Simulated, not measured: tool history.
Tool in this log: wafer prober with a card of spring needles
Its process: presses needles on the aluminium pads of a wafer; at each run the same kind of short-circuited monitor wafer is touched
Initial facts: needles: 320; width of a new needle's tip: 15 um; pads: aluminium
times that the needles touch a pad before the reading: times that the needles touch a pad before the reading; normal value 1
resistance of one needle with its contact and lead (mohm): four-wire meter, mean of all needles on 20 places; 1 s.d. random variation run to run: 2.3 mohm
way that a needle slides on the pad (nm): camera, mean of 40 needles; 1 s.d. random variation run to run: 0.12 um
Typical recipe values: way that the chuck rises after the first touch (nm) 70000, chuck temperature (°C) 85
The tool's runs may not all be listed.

run     day  way that the chuck rises after the first touch (nm)  chuck temperature (°C)  times that the needles touch a pad before the reading  resistance of one needle with its contact and lead (mohm)  way that a needle slides on the pad (nm)
  1       0                                                70000                      85                                                      1                                                        338                                      8600
      0.117  -- tips cleaned on abrasive film
      0.358  -- tips cleaned on abrasive film
  2   0.562                                                70000                      85                                                      1                                                        353                                      8400
      0.625  -- tips cleaned on abrasive film
      0.858  -- tips cleaned on abrasive film
  3   0.979                                                68000                      85                                                      1                                                        331                                      8250
      1.121  -- tips cleaned on abrasive film
      1.375  -- tips cleaned on abrasive film
      1.633  -- tips cleaned on abrasive film
  4    1.75                                                70000                      52                                                      1                                                        336                                      8340
      1.908  -- tips cleaned on abrasive film
       2.15  -- tips cleaned on abrasive film
      2.417  -- tips cleaned on abrasive film
  5    2.55                                                70000                      52                                                      1                                                        340                                      8170
       2.65  -- tips cleaned on abrasive film
      2.921  -- tips cleaned on abrasive film
      3.171  -- tips cleaned on abrasive film
  6   3.225                                                70000                      52                                                      1                                                        287                                      8170
      3.442  -- tips cleaned on abrasive film
      3.725  -- tips cleaned on abrasive film
  7   3.754                                                70000                      52                                                      1                                                        278                                      8370
      3.979  -- tips cleaned on abrasive film
      4.262  -- tips cleaned on abrasive film
      4.508  -- tips cleaned on abrasive film
  8     4.6                                                70000                      52                                                      1                                                        314                                      8230
      4.796  -- tips cleaned on abrasive film
      5.062  -- tips cleaned on abrasive film
      5.333  -- tips cleaned on abrasive film
  9   5.375                                                70000                      85                                                      1                                                        299                                      8050
      5.604  -- tips cleaned on abrasive film
 10   5.742                                                70000                     107                                                      1                                                        354                                      8060
      5.838  -- tips cleaned on abrasive film
      6.104  -- tips cleaned on abrasive film
 11   6.267                                                70000                      85                                                      1                                                        361                                      7920
      6.383  -- tips cleaned on abrasive film
      6.662  -- tips cleaned on abrasive film
 12   6.779                                                70000                      85                                                      1                                                        338                                      8210
      6.912  -- tips cleaned on abrasive film
      7.167  -- tips cleaned on abrasive film
      7.408  -- tips cleaned on abrasive film
 13   7.567                                                70000                      85                                                      1                                                        348                                      7900
      7.654  -- tips cleaned on abrasive film
      7.942  -- tips cleaned on abrasive film
 14   8.083                                                70000                      85                                                      1                                                        350                                      7800
      8.175  -- tips cleaned on abrasive film
      8.446  -- tips cleaned on abrasive film
 15   8.658                                                58000                      85                                                      2                                                        368                                      6500
      8.721  -- tips cleaned on abrasive film
      8.975  -- tips cleaned on abrasive film
      9.221  -- tips cleaned on abrasive film
 16   9.404                                                58000                      85                                                      2                                                        377                                      6370
      9.462  -- tips cleaned on abrasive film
      9.704  -- tips cleaned on abrasive film
      9.958  -- tips cleaned on abrasive film
     10.196  -- tips cleaned on abrasive film
 17  10.196                                                64000                      56                                                      2                                                        268                                      7110
     10.462  -- tips cleaned on abrasive film
       10.7  -- tips cleaned on abrasive film
 18    10.7                                                59000                      29                                                      1                                                        263                                      6240
     10.825  -- height of the first contact set anew
     10.992  -- tips cleaned on abrasive film
 19  11.092                                                63000                      44                                                      2                                                        308                                      7460
     11.267  -- tips cleaned on abrasive film
     11.512  -- tips cleaned on abrasive film
 20  11.512                                                61000                      33                                                      1                                                        257                                      7300
     11.746  -- tips cleaned on abrasive film
     11.983  -- tips cleaned on abrasive film
     12.246  -- tips cleaned on abrasive film
 21  12.304                                                76000                      38                                                      1                                                        278                                      9170
     12.533  -- tips cleaned on abrasive film
     12.808  -- tips cleaned on abrasive film
     13.071  -- tips cleaned on abrasive film
 22  13.138                                                57000                      85                                                      2                                                        316                                      6800
     13.346  -- tips cleaned on abrasive film
 23  13.542                                                65000                      40                                                      1                                                        382                                      7840
       13.6  -- tips cleaned on abrasive film
     13.858  -- tips cleaned on abrasive film
 24  14.029                                                65000                      40                                                      1                                                        372                                      7780
     14.133  -- tips cleaned on abrasive film
     14.404  -- tips cleaned on abrasive film
 25  14.412                                                65000                      40                                                      1                                                        283                                      7470
     14.671  -- tips cleaned on abrasive film
 26  14.867                                                70000                      72                                                      1                                                        367                                      8450
     14.908  -- tips cleaned on abrasive film
     15.175  -- tips cleaned on abrasive film
     15.404  -- tips cleaned on abrasive film
     15.646  -- tips cleaned on abrasive film
 27  15.688                                                70000                      72                                                      1                                                        302                                      8380
     15.883  -- tips cleaned on abrasive film
      16.15  -- tips cleaned on abrasive film
 28  16.371                                                70000                      72                                                      1                                                        377                                      8320

3 options for the next run, each taken on its own from the tool as it stands now. Forecast them:
     16.429  -- tips cleaned on abrasive film
     16.692  -- tips cleaned on abrasive film
  A  16.808                                                75000                      70                                                      2                                                          ?                                         ?
     16.429  -- tips cleaned on abrasive film
     16.692  -- tips cleaned on abrasive film
  B  16.808                                                69000                      88                                                      1                                                          ?                                         ?
     16.429  -- tips cleaned on abrasive film
     16.692  -- tips cleaned on abrasive film
  C  16.808                                                85000                      72                                                      1                                                          ?                                         ?

run  resistance of one needle with its contact and lead (mohm)  way that a needle slides on the pad (nm)
  A                                                        303                                      8700
  B                                                        346                                      8170
  C                                                        314                                     10070
Stripped of hidden state, with their random variation kept, the same runs would have yielded:
run  resistance of one needle with its contact and lead (mohm)  way that a needle slides on the pad (nm)
  A                                                        253                                      8990
  B                                                        256                                      8460
  C                                                        252                                     10360
